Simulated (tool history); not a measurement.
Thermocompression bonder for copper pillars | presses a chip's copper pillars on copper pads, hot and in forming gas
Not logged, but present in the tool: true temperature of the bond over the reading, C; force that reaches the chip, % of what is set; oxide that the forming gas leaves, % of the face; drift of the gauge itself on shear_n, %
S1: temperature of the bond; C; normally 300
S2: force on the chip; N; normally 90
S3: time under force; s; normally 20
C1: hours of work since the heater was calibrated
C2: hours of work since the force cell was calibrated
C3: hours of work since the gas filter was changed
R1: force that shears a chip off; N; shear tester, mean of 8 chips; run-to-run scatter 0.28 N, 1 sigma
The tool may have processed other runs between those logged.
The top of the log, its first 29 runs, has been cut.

run,hour,S1,S2,S3,C1,C2,C3,R1
30,617.8,305,90,47,127,444,79,81.5
31,634.8,300,90,17,136,454,89,56.4
32,664.7,300,90,17,153,470,106,56
33,688,293,54,13,166,483,118,36.6
34,715.5,300,83,12,181,499,134,47.4
# hour 733: forming gas filter changed
35,733,312,83,12,190,508,0,55.8
36,748.2,303,74,20,199,517,8,58.7
37,778,316,59,23,215,533,25,61.5
38,802.9,289,93,20,229,547,39,57.3
39,825.4,289,93,20,242,560,51,56.6
40,848.3,289,93,41,254,572,64,71.9
41,874.1,302,93,59,269,587,78,86.2

Consider 3 possible next runs. They are alternatives, not a sequence: every one starts from the tool as it was left by run 41. What does each give?
A,896.1,330,91,20,281,599,91,?
B,896.1,284,77,19,281,599,91,?
C,896.1,307,125,24,281,599,91,?

run,R1
A,75.2
B,47.8
C,76.5
Stripped of hidden state, with their random variation kept, the same runs would have yielded:
run,R1
A,77.9
B,49.2
C,79.1

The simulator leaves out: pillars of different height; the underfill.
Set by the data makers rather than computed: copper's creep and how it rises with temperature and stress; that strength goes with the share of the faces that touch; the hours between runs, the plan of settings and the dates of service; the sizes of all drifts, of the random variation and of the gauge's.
